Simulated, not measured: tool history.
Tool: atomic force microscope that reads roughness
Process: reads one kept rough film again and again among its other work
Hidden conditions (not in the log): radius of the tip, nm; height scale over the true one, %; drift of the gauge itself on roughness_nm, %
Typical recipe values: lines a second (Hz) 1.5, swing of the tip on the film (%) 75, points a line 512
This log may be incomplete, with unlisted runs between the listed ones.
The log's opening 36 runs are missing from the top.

run,hour,lines a second (Hz),swing of the tip on the film (%),points a line,pictures with this tip,hours of work since the height scale was calibrated,roughness of the kept film (nm (root mean square))
# hour 1486.9: new tip fitted
37,1525.8,3.18,87,289,40,158,0.591
38,1554.6,1.5,87,329,70,178,0.713
39,1593.6,0.68,60,451,110,205,0.848
40,1623.7,0.68,60,451,141,225,0.851
41,1667.4,1.21,66,512,186,255,0.815
42,1720.9,2.58,84,277,241,291,0.641
# hour 1737.6: new tip fitted
43,1747.4,2.58,84,277,10,309,0.652
44,1774.6,2.58,84,277,38,327,0.655
45,1801.9,3.17,84,1006,66,346,0.625
46,1847.4,1.5,87,262,113,377,0.709
47,1904.1,0.63,71,325,172,416,0.828

4 ways to go on from here, each from the tool as it stands after run 47. What would each give?
A,1947.5,1.5,75,762,217,445,?
B,1947.5,1.5,75,331,217,445,?
C,1947.5,1.5,81,322,217,445,?
D,1947.5,0.63,76,325,217,445,?

run,roughness of the kept film (nm (root mean square))
A,0.774
B,0.768
C,0.742
D,0.812
Had the tool no hidden state, the same runs would have come out as:
run,roughness of the kept film (nm (root mean square))
A,0.788
B,0.781
C,0.755
D,0.826
